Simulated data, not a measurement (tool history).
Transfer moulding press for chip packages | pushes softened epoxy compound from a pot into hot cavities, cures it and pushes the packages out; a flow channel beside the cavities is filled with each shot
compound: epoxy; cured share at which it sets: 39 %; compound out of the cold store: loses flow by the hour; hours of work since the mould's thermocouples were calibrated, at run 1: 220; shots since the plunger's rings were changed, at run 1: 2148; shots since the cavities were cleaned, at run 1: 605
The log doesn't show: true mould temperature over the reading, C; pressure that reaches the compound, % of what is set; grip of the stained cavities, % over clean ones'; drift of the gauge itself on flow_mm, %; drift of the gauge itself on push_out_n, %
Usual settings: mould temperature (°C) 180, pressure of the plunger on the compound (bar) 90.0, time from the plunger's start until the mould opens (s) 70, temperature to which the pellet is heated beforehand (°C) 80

run,day,mould temperature (°C),pressure of the plunger on the compound (bar),time from the plunger's start until the mould opens (s),temperature to which the pellet is heated beforehand (°C),hours of work since the mould's thermocouples were calibrated,shots since the plunger's rings were changed,shots since the cavities were cleaned,incoming compound's hours out of the cold store,length that the compound runs in the flow channel (mm),greatest force on the pins that push the packages out (N)
1,0.000,180,90.0,70,80,220,2148,605,24.7,844,585
# day 0.400: cavities cleaned with cleaning compound and waxed
2,1.292,180,90.0,70,80,238,2541,285,10.5,887,563
# day 2.838: cavities cleaned with cleaning compound and waxed
3,3.762,180,90.0,70,76,274,3312,296,29.1,808,530
# day 5.104: cavities cleaned with cleaning compound and waxed
4,5.796,180,76.3,70,80,303,3944,222,38.8,709,487
# day 7.438: cavities cleaned with cleaning compound and waxed
# day 7.654: mould's thermocouples calibrated
5,8.033,180,76.3,70,80,6,4612,164,32.3,737,464
# day 9.862: cavities cleaned with cleaning compound and waxed
6,10.492,180,76.3,70,80,41,5380,201,13.4,772,518
7,11.967,180,90.0,70,80,63,5852,673,17.9,810,646
# day 12.296: cavities cleaned with cleaning compound and waxed
# day 13.054: plunger's sealing rings changed
8,14.508,180,90.0,70,80,99,466,675,18.1,892,622
# day 14.788: cavities cleaned with cleaning compound and waxed
9,15.783,180,90.0,70,80,117,853,318,14.2,915,543
# day 17.150: cavities cleaned with cleaning compound and waxed
10,17.154,180,90.0,70,80,136,1273,2,10.7,913,407
11,18.629,180,90.0,70,80,158,1745,474,17.9,864,599
# day 19.500: cavities cleaned with cleaning compound and waxed
12,21.471,180,90.0,70,80,200,2634,630,42.4,785,590
# day 21.742: cavities cleaned with cleaning compound and waxed
# day 23.979: cavities cleaned with cleaning compound and waxed
13,24.250,180,90.0,70,80,239,3484,86,13.3,873,459
14,25.925,180,82.0,55,80,264,4020,622,28.9,776,1148
# day 26.317: cavities cleaned with cleaning compound and waxed
15,27.546,173,74.0,76,80,287,4519,394,21.0,781,804
# day 28.567: cavities cleaned with cleaning compound and waxed
16,29.583,173,72.3,82,82,317,5151,325,39.8,693,591
# day 30.383: mould's thermocouples calibrated
# day 30.871: cavities cleaned with cleaning compound and waxed
17,31.658,174,90.8,60,72,18,5769,252,14.3,857,1203
# day 33.033: plunger's sealing rings changed
# day 33.375: cavities cleaned with cleaning compound and waxed
18,33.425,174,90.8,60,72,42,105,16,31.7,877,863
19,34.812,174,90.8,60,72,63,549,460,34.4,862,1286
# day 35.788: cavities cleaned with cleaning compound and waxed
20,37.562,177,77.6,60,72,103,1410,569,17.8,835,1165
# day 38.000: cavities cleaned with cleaning compound and waxed
21,39.958,186,77.6,77,72,137,2157,628,44.8,710,446
# day 40.417: cavities cleaned with cleaning compound and waxed
22,41.867,186,82.4,77,74,165,2748,465,41.2,732,423
# day 42.704: cavities cleaned with cleaning compound and waxed
23,43.338,184,90.0,67,80,186,3198,203,33.2,793,444
# day 45.058: cavities cleaned with cleaning compound and waxed
24,45.662,184,90.0,67,80,220,3923,193,17.1,822,457
# day 47.362: cavities cleaned with cleaning compound and waxed
25,48.467,184,90.0,67,80,260,4801,355,39.9,757,458
# day 49.700: cavities cleaned with cleaning compound and waxed
26,50.575,180,84.3,70,86,291,5455,280,31.1,752,531

Forecast each of these 3 alternatives for the next run:
# day 52.029: cavities cleaned with cleaning compound and waxed
# day 52.783: plunger's sealing rings changed
# day 53.408: mould's thermocouples calibrated
A,53.408,176,90.0,51,80,0,174,383,25.3,?,?
# day 52.029: cavities cleaned with cleaning compound and waxed
# day 52.783: plunger's sealing rings changed
# day 53.408: mould's thermocouples calibrated
B,53.408,180,90.0,70,84,0,174,383,30.4,?,?
# day 52.029: cavities cleaned with cleaning compound and waxed
# day 52.783: plunger's sealing rings changed
# day 53.408: mould's thermocouples calibrated
C,53.408,175,88.5,56,86,0,174,383,10.9,?,?

run,length that the compound runs in the flow channel (mm),greatest force on the pins that push the packages out (N)
A,892,1574
B,857,535
C,936,1416
Without the tool's hidden state the same runs would have given:
run,length that the compound runs in the flow channel (mm),greatest force on the pins that push the packages out (N)
A,894,1041
B,859,354
C,938,936
